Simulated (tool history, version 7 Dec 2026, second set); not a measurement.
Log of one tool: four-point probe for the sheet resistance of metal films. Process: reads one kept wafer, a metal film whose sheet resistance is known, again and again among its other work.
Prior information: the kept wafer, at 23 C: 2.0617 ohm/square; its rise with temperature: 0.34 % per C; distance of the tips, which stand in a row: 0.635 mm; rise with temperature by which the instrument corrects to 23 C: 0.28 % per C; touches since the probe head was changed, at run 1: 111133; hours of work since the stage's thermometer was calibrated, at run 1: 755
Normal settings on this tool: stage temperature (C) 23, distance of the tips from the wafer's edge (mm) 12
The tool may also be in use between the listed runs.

run,day,stage temperature (C),distance of the tips from the wafer's edge (mm),touches since the probe head was changed,hours of work since the stage's thermometer was calibrated,sheet resistance as the instrument gives it (ohm/square)
1,0.000,23,12,111133,755,2.048274
2,3.433,23,12,112943,803,2.047906
3,8.692,23,12,115717,876,2.047071
4,12.612,23,12,117785,931,2.046890
5,17.004,23,25,120101,992,2.045460
6,21.350,23,25,122392,1053,2.044254
7,25.746,23,25,124709,1114,2.044429
8,29.979,23,25,126941,1173,2.043643
9,35.362,23,25,129781,1248,2.043775
10,39.817,23,25,132129,1311,2.042429
11,44.512,23,12,134607,1376,2.044569
# day 45.025: stage's thermometer calibrated
12,46.875,27,12,135841,26,2.049823
13,49.762,27,12,137363,66,2.049359
14,54.604,27,3,139918,134,2.094756
# day 55.608: stage's thermometer calibrated, once more
15,57.300,35,45,141326,24,2.053087
16,60.983,35,45,143270,75,2.052243
17,66.175,35,45,146008,147,2.052349
18,70.004,35,45,148028,201,2.051802
19,73.367,35,45,149800,248,2.051627
20,77.371,32,12,151911,304,2.049984
21,82.562,32,12,154649,376,2.049384
22,86.238,34,46,156588,428,2.049345
23,91.238,22,57,159224,497,2.034646
24,95.450,24,38,161446,556,2.037628

Hidden condition of the tool, last listed run before each entry between runs versus first listed run after:
Run 11 -> run 12: stage's thermometer calibrated (day 45.025)
  inner tips' distance over the nominal, %: -0.954 -> -0.964; tips' flats over new ones', %: 79 -> 80; wafer's true temperature over the reading, C: 0.18 -> 0.21
  difference, measured minus the result without the unlogged condition, sheet resistance as the instrument gives it (ohm/square): -0.020041 -> -0.020116
Run 14 -> run 15: stage's thermometer calibrated, once more (day 55.608)
  inner tips' distance over the nominal, %: -0.995 -> -1.006; tips' flats over new ones', %: 82 -> 83; wafer's true temperature over the reading, C: 0.23 -> -0.11
  difference, measured minus the result without the unlogged condition, sheet resistance as the instrument gives it (ohm/square): -0.021136 -> -0.023309
